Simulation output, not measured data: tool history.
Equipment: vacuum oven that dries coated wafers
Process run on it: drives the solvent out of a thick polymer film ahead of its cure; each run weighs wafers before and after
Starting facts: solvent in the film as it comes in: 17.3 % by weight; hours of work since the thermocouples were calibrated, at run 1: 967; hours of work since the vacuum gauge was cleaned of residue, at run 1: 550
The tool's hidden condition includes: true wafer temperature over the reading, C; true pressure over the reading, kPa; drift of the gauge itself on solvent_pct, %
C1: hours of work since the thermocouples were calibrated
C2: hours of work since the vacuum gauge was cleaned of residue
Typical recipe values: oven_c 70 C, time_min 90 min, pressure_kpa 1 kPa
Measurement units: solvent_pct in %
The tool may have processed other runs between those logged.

{"run": 1, "hour": 0.0, "oven_c": 70, "time_min": 90, "pressure_kpa": 1, "C1": 967, "C2": 550, "solvent_pct": 0.81}
{"run": 2, "hour": 18.7, "oven_c": 70, "time_min": 90, "pressure_kpa": 1, "C1": 981, "C2": 564, "solvent_pct": 0.82}
{"run": 3, "hour": 37.9, "oven_c": 70, "time_min": 90, "pressure_kpa": 1, "C1": 995, "C2": 578, "solvent_pct": 0.79}
{"run": 4, "hour": 66.0, "oven_c": 70, "time_min": 90, "pressure_kpa": 1, "C1": 1016, "C2": 599, "solvent_pct": 0.8}
{"run": 5, "hour": 87.2, "oven_c": 70, "time_min": 90, "pressure_kpa": 1.6, "C1": 1031, "C2": 615, "solvent_pct": 1.09}
{"run": 6, "hour": 110.8, "oven_c": 70, "time_min": 90, "pressure_kpa": 1, "C1": 1049, "C2": 632, "solvent_pct": 0.82}
{"run": 7, "hour": 131.5, "oven_c": 70, "time_min": 90, "pressure_kpa": 1, "C1": 1064, "C2": 647, "solvent_pct": 0.82}
{"run": 8, "hour": 150.7, "oven_c": 70, "time_min": 68, "pressure_kpa": 1, "C1": 1078, "C2": 662, "solvent_pct": 1.19}
{"run": 9, "hour": 164.1, "oven_c": 70, "time_min": 51, "pressure_kpa": 1, "C1": 1088, "C2": 672, "solvent_pct": 1.91}
{"run": 10, "hour": 185.9, "oven_c": 70, "time_min": 51, "pressure_kpa": 1, "C1": 1104, "C2": 688, "solvent_pct": 1.95}
{"run": 11, "hour": 213.3, "oven_c": 70, "time_min": 51, "pressure_kpa": 1, "C1": 1125, "C2": 708, "solvent_pct": 1.91}
{"run": 12, "hour": 226.8, "oven_c": 70, "time_min": 90, "pressure_kpa": 1.17, "C1": 1135, "C2": 718, "solvent_pct": 0.85}
{"run": 13, "hour": 249.2, "oven_c": 70, "time_min": 90, "pressure_kpa": 1.17, "C1": 1151, "C2": 734, "solvent_pct": 0.88}
{"run": 14, "hour": 277.0, "oven_c": 70, "time_min": 90, "pressure_kpa": 1.17, "C1": 1172, "C2": 755, "solvent_pct": 0.85}
{"run": 15, "hour": 295.7, "oven_c": 70, "time_min": 90, "pressure_kpa": 2.28, "C1": 1186, "C2": 769, "solvent_pct": 1.39}
{"run": 16, "hour": 316.7, "oven_c": 70, "time_min": 90, "pressure_kpa": 2.28, "C1": 1201, "C2": 784, "solvent_pct": 1.41}
{"run": 17, "hour": 330.4, "oven_c": 70, "time_min": 90, "pressure_kpa": 1, "C1": 1211, "C2": 795, "solvent_pct": 0.78}
{"run": 18, "hour": 358.8, "oven_c": 78, "time_min": 90, "pressure_kpa": 1, "C1": 1232, "C2": 816, "solvent_pct": 0.42}
{"run": 19, "hour": 381.0, "oven_c": 78, "time_min": 90, "pressure_kpa": 1, "C1": 1249, "C2": 832, "solvent_pct": 0.42}
{"run": 20, "hour": 412.4, "oven_c": 78, "time_min": 90, "pressure_kpa": 1, "C1": 1272, "C2": 855, "solvent_pct": 0.42}
{"run": 21, "hour": 437.1, "oven_c": 78, "time_min": 90, "pressure_kpa": 1, "C1": 1290, "C2": 873, "solvent_pct": 0.43}
{"hour": 441.5, "done": "oven's thermocouples calibrated"}
{"run": 22, "hour": 456.2, "oven_c": 70, "time_min": 90, "pressure_kpa": 2.27, "C1": 11, "C2": 886, "solvent_pct": 1.29}
{"run": 23, "hour": 486.3, "oven_c": 70, "time_min": 90, "pressure_kpa": 2.27, "C1": 33, "C2": 908, "solvent_pct": 1.26}
{"run": 24, "hour": 502.6, "oven_c": 70, "time_min": 90, "pressure_kpa": 2.27, "C1": 45, "C2": 920, "solvent_pct": 1.26}
{"run": 25, "hour": 524.5, "oven_c": 74, "time_min": 67, "pressure_kpa": 1.83, "C1": 61, "C2": 937, "solvent_pct": 0.91}
{"hour": 531.4, "done": "oven's thermocouples calibrated, once more"}
{"run": 26, "hour": 555.5, "oven_c": 66, "time_min": 57, "pressure_kpa": 1.83, "C1": 18, "C2": 958, "solvent_pct": 4.11}
{"run": 27, "hour": 572.4, "oven_c": 70, "time_min": 90, "pressure_kpa": 0.82, "C1": 30, "C2": 970, "solvent_pct": 1.04}
{"run": 28, "hour": 588.9, "oven_c": 70, "time_min": 90, "pressure_kpa": 0.82, "C1": 42, "C2": 983, "solvent_pct": 1.02}
{"run": 29, "hour": 609.7, "oven_c": 70, "time_min": 90, "pressure_kpa": 0.82, "C1": 58, "C2": 998, "solvent_pct": 1.01}
{"run": 30, "hour": 629.9, "oven_c": 62, "time_min": 49, "pressure_kpa": 1, "C1": 73, "C2": 1013, "solvent_pct": 5.99}
{"run": 31, "hour": 655.5, "oven_c": 56, "time_min": 119, "pressure_kpa": 3.61, "C1": 92, "C2": 1032, "solvent_pct": 6.44}
{"run": 32, "hour": 679.2, "oven_c": 70, "time_min": 102, "pressure_kpa": 3.06, "C1": 109, "C2": 1049, "solvent_pct": 2.04}
{"run": 33, "hour": 707.0, "oven_c": 67, "time_min": 97, "pressure_kpa": 1.43, "C1": 130, "C2": 1070, "solvent_pct": 1.74}
{"run": 34, "hour": 721.0, "oven_c": 67, "time_min": 97, "pressure_kpa": 1.43, "C1": 140, "C2": 1080, "solvent_pct": 1.7}
{"run": 35, "hour": 733.9, "oven_c": 61, "time_min": 122, "pressure_kpa": 1, "C1": 150, "C2": 1090, "solvent_pct": 2.38}
{"run": 36, "hour": 758.1, "oven_c": 56, "time_min": 90, "pressure_kpa": 1.37, "C1": 168, "C2": 1108, "solvent_pct": 5.78}
{"run": 37, "hour": 785.8, "oven_c": 70, "time_min": 46, "pressure_kpa": 1.19, "C1": 188, "C2": 1128, "solvent_pct": 3.09}
{"run": 38, "hour": 808.5, "oven_c": 70, "time_min": 46, "pressure_kpa": 1.19, "C1": 205, "C2": 1145, "solvent_pct": 3.05}
{"run": 39, "hour": 824.1, "oven_c": 70, "time_min": 46, "pressure_kpa": 1.19, "C1": 216, "C2": 1157, "solvent_pct": 3.01}
{"run": 40, "hour": 842.7, "oven_c": 70, "time_min": 90, "pressure_kpa": 2.04, "C1": 230, "C2": 1170, "solvent_pct": 1.63}
{"run": 41, "hour": 867.6, "oven_c": 70, "time_min": 90, "pressure_kpa": 2.04, "C1": 249, "C2": 1189, "solvent_pct": 1.61}
{"run": 42, "hour": 883.1, "oven_c": 70, "time_min": 161, "pressure_kpa": 2.06, "C1": 260, "C2": 1200, "solvent_pct": 1.26}
{"run": 43, "hour": 897.1, "oven_c": 70, "time_min": 161, "pressure_kpa": 2.06, "C1": 270, "C2": 1211, "solvent_pct": 1.26}
{"run": 44, "hour": 915.6, "oven_c": 85, "time_min": 76, "pressure_kpa": 1.82, "C1": 284, "C2": 1224, "solvent_pct": 0.62}
{"run": 45, "hour": 941.6, "oven_c": 56, "time_min": 127, "pressure_kpa": 0.87, "C1": 303, "C2": 1244, "solvent_pct": 3.74}
{"run": 46, "hour": 956.3, "oven_c": 56, "time_min": 127, "pressure_kpa": 0.87, "C1": 314, "C2": 1254, "solvent_pct": 3.79}
{"run": 47, "hour": 977.3, "oven_c": 72, "time_min": 90, "pressure_kpa": 1.43, "C1": 330, "C2": 1270, "solvent_pct": 1.01}
{"run": 48, "hour": 991.6, "oven_c": 61, "time_min": 93, "pressure_kpa": 1, "C1": 340, "C2": 1280, "solvent_pct": 3.17}

Hidden state or all else? Some run-to-run changes of solvent_pct, split into what the settings, what came in and random variation would give without the hidden state, and what is left for the hidden state (with any gauge scatter that isn't in both results):
Run 11 -> 12: time_min 51 -> 90, pressure_kpa 1 -> 1.17. solvent_pct -1.06 %: hidden state +0.48, all else -1.54.
Run 21 -> 22: oven_c 78 -> 70, pressure_kpa 1 -> 2.27, oven's thermocouples calibrated. solvent_pct +0.86 %: hidden state -0.48, all else +1.34.
Run 25 -> 26: oven_c 74 -> 66, time_min 67 -> 57, oven's thermocouples calibrated, once more. solvent_pct +3.2 %: hidden state +0.43, all else +2.77.
Run 29 -> 30: oven_c 70 -> 62, time_min 90 -> 49, pressure_kpa 0.82 -> 1. solvent_pct +4.98 %: hidden state -0.1, all else +5.08.
Run 31 -> 32: oven_c 56 -> 70, time_min 119 -> 102, pressure_kpa 3.61 -> 3.06. solvent_pct -4.4 %: hidden state +0.05, all else -4.45.
Run 35 -> 36: oven_c 61 -> 56, time_min 122 -> 90, pressure_kpa 1 -> 1.37. solvent_pct +3.4 %: hidden state -0.09, all else +3.49.
